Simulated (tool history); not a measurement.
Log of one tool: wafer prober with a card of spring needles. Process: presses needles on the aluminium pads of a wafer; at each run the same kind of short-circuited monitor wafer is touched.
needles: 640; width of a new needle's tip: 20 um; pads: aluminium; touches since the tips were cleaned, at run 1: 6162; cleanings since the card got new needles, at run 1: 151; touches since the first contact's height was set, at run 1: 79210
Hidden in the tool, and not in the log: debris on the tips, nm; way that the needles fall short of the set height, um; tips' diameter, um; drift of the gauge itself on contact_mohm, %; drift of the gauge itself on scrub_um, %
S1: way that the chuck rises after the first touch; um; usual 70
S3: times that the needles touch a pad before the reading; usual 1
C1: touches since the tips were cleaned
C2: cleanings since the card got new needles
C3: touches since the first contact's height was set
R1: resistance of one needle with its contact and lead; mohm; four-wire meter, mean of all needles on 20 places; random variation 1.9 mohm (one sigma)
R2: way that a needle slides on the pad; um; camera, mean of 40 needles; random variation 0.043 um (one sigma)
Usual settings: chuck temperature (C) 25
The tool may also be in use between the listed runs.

Run 1, day 0: usual settings; C1 6162; C2 151; C3 79210. Result: R1 257 mohm, R2 13.85 um.
At day 0.188: tips cleaned on abrasive film.
At day 1.088: tips cleaned on abrasive film.
At day 2.008: tips cleaned on abrasive film.
At day 2.912: tips cleaned on abrasive film.
Run 2, day 3.446: usual settings; C1 5452; C2 155; C3 114301. Result: R1 258 mohm, R2 13.84 um.
At day 3.817: tips cleaned on abrasive film.
At day 4.688: tips cleaned on abrasive film.
Run 3, day 5.312: usual settings; C1 6415; C2 157; C3 133314. Result: R1 263 mohm, R2 13.68 um.
At day 5.5: tips cleaned on abrasive film.
At day 6.408: tips cleaned on abrasive film.
At day 7.308: tips cleaned on abrasive film.
Run 4, day 7.696: usual settings; C1 3941; C2 160; C3 157557. Result: R1 253 mohm, R2 13.65 um.
At day 8.067: tips cleaned on abrasive film.
At day 8.938: tips cleaned on abrasive film.
At day 9.767: tips cleaned on abrasive film.
Run 5, day 9.767: usual settings but chuck temperature (C) 42; C1 0; C2 163; C3 178642. Result: R1 218 mohm, R2 13.65 um.
At day 10.667: tips cleaned on abrasive film.
At day 11.542: tips cleaned on abrasive film.
At day 12.429: tips cleaned on abrasive film.
Run 6, day 13.025: usual settings but chuck temperature (C) 42; C1 6075; C2 166; C3 211820. Result: R1 277 mohm, R2 13.55 um.
At day 13.212: tips cleaned on abrasive film.
At day 13.588: height of the first contact set anew.
At day 14.133: tips cleaned on abrasive film.
At day 15.025: tips cleaned on abrasive film.
At day 15.925: tips cleaned on abrasive film.
At day 16.704: tips cleaned on abrasive film.
Run 7, day 16.704: usual settings but chuck temperature (C) 42; C1 0; C2 171; C3 31713. Result: R1 217 mohm, R2 13.98 um.
At day 17.579: tips cleaned on abrasive film.
At day 18.312: tips cleaned on abrasive film.
Run 8, day 18.917: usual settings but chuck temperature (C) 42; C1 6172; C2 173; C3 54255. Result: R1 269 mohm, R2 13.96 um.
At day 19.083: tips cleaned on abrasive film.
At day 20.004: tips cleaned on abrasive film.
At day 20.879: tips cleaned on abrasive film.
Run 9, day 21.579: usual settings but chuck temperature (C) 42; C1 7154; C2 176; C3 81342. Result: R1 275 mohm, R2 13.83 um.
At day 21.767: tips cleaned on abrasive film.
At day 22.5: tips cleaned on abrasive film.
At day 23.412: tips cleaned on abrasive film.
At day 24.254: tips cleaned on abrasive film.
At day 25.121: tips cleaned on abrasive film.
Run 10, day 25.121: usual settings but chuck temperature (C) 42; C1 0; C2 181; C3 117389. Result: R1 217 mohm, R2 13.74 um.
At day 25.992: tips cleaned on abrasive film.
At day 26.725: tips cleaned on abrasive film.
Run 11, day 27.067: usual settings but chuck temperature (C) 42; C1 3488; C2 183; C3 137217. Result: R1 261 mohm, R2 13.66 um.
At day 27.621: tips cleaned on abrasive film.
At day 28.529: tips cleaned on abrasive film.
Run 12, day 28.717: usual settings but chuck temperature (C) 34; C1 1930; C2 185; C3 154013. Result: R1 244 mohm, R2 13.73 um.
At day 29.404: tips cleaned on abrasive film.
At day 30.325: tips cleaned on abrasive film.
At day 31.246: tips cleaned on abrasive film.
Run 13, day 31.558: usual settings but chuck temperature (C) 34; C1 3197; C2 188; C3 182932. Result: R1 255 mohm, R2 13.55 um.
At day 32.108: tips cleaned on abrasive film.
At day 33.021: tips cleaned on abrasive film.
Run 14, day 33.617: usual settings but S1 68 um; C1 6124; C2 190; C3 203931. Result: R1 281 mohm, R2 13.13 um.
At day 33.804: tips cleaned on abrasive film.
At day 34.304: card fitted with new needles.
At day 35.171: tips cleaned on abrasive film.
At day 36.067: tips cleaned on abrasive film.
At day 36.858: tips cleaned on abrasive film.
Run 15, day 36.858: usual settings but S1 54 um, S3 2; C1 0; C2 3; C3 25999. Result: R1 212 mohm, R2 10.83 um.
At day 37.742: tips cleaned on abrasive film.
At day 38.654: tips cleaned on abrasive film.
Run 16, day 38.942: usual settings but S1 90 um, chuck temperature (C) 110, S3 2; C1 2962; C2 5; C3 47248. Result: R1 225 mohm, R2 18 um.
At day 39.496: tips cleaned on abrasive film.
At day 40.417: tips cleaned on abrasive film.
At day 41.292: tips cleaned on abrasive film.
At day 42.179: tips cleaned on abrasive film.
Run 17, day 42.271: usual settings but S1 90 um, chuck temperature (C) 110, S3 2; C1 948; C2 9; C3 81130. Result: R1 225 mohm, R2 17.88 um.
At day 42.996: tips cleaned on abrasive film.
At day 43.888: tips cleaned on abrasive film.
Run 18, day 43.967: usual settings but S1 72 um, chuck temperature (C) 56; C1 812; C2 11; C3 98391. Result: R1 218 mohm, R2 14.28 um.
At day 44.704: tips cleaned on abrasive film.
At day 45.558: tips cleaned on abrasive film.
Run 19, day 45.558: usual settings but S1 82 um, chuck temperature (C) 109; C1 0; C2 13; C3 114575. Result: R1 219 mohm, R2 16.2 um.
At day 46.475: tips cleaned on abrasive film.
At day 47.396: tips cleaned on abrasive film.
At day 48.283: tips cleaned on abrasive film.
Run 20, day 48.558: usual settings but S1 84 um, chuck temperature (C) 35, S3 2; C1 2805; C2 16; C3 145141. Result: R1 210 mohm, R2 16.53 um.
At day 49.112: tips cleaned on abrasive film.
At day 50.029: tips cleaned on abrasive film.
At day 50.921: tips cleaned on abrasive film.
At day 51.808: tips cleaned on abrasive film.
Run 21, day 52.008: usual settings but S1 84 um, chuck temperature (C) 35, S3 2; C1 2043; C2 20; C3 180275. Result: R1 211 mohm, R2 16.51 um.
At day 52.562: tips cleaned on abrasive film.
At day 53.458: tips cleaned on abrasive film.
At day 54.354: tips cleaned on abrasive film.
Run 22, day 54.821: usual settings but S1 86 um, chuck temperature (C) 65; C1 4778; C2 23; C3 208935. Result: R1 228 mohm, R2 16.73 um.
At day 55.192: tips cleaned on abrasive film.
At day 55.754: height of the first contact set anew.
At day 56.125: tips cleaned on abrasive film.
At day 57.025: tips cleaned on abrasive film.
Run 23, day 57.171: usual settings but S1 86 um, chuck temperature (C) 65; C1 1511; C2 26; C3 14429. Result: R1 216 mohm, R2 17.31 um.
At day 57.879: tips cleaned on abrasive film.
At day 58.742: tips cleaned on abrasive film.
Run 24, day 59.329: usual settings but S1 76 um; C1 6003; C2 28; C3 36412. Result: R1 238 mohm, R2 15.13 um.
At day 59.517: tips cleaned on abrasive film.
At day 60.438: tips cleaned on abrasive film.
At day 61.354: tips cleaned on abrasive film.
At day 62.196: tips cleaned on abrasive film.
Run 25, day 62.438: usual settings but S1 73 um, chuck temperature (C) 61, S3 2; C1 2462; C2 32; C3 68042. Result: R1 222 mohm, R2 14.46 um.
At day 62.992: tips cleaned on abrasive film.
At day 63.908: tips cleaned on abrasive film.
At day 64.792: tips cleaned on abrasive film.
Run 26, day 64.792: usual settings but S1 73 um, chuck temperature (C) 76, S3 2; C1 0; C2 35; C3 91983. Result: R1 217 mohm, R2 14.39 um.
At day 65.679: tips cleaned on abrasive film.
At day 66.6: tips cleaned on abrasive film.
Run 27, day 67.229: usual settings but S1 61 um, chuck temperature (C) 76, S3 2; C1 6447; C2 37; C3 116848. Result: R1 250 mohm, R2 11.96 um.

Forecast each of these 3 alternatives for the next run:
At day 67.396: tips cleaned on abrasive film.
At day 68.312: tips cleaned on abrasive film.
Run A, day 69.033: usual settings but S1 54 um, chuck temperature (C) 102, S3 2; C1 7336; C2 39; C3 135205. Result: R1 ?, R2 ?.
At day 67.396: tips cleaned on abrasive film.
At day 68.312: tips cleaned on abrasive film.
Run B, day 69.033: usual settings but S1 83 um, chuck temperature (C) 56; C1 7336; C2 39; C3 135205. Result: R1 ?, R2 ?.
At day 67.396: tips cleaned on abrasive film.
At day 68.312: tips cleaned on abrasive film.
Run C, day 69.033: usual settings; C1 7336; C2 39; C3 135205. Result: R1 ?, R2 ?.

run   R1     R2
  A  263  10.48
  B  240  16.33
  C  248  13.69
Without the tool's hidden state the same runs would have given:
run   R1     R2
  A  223  10.83
  B  207  16.68
  C  203  14.04

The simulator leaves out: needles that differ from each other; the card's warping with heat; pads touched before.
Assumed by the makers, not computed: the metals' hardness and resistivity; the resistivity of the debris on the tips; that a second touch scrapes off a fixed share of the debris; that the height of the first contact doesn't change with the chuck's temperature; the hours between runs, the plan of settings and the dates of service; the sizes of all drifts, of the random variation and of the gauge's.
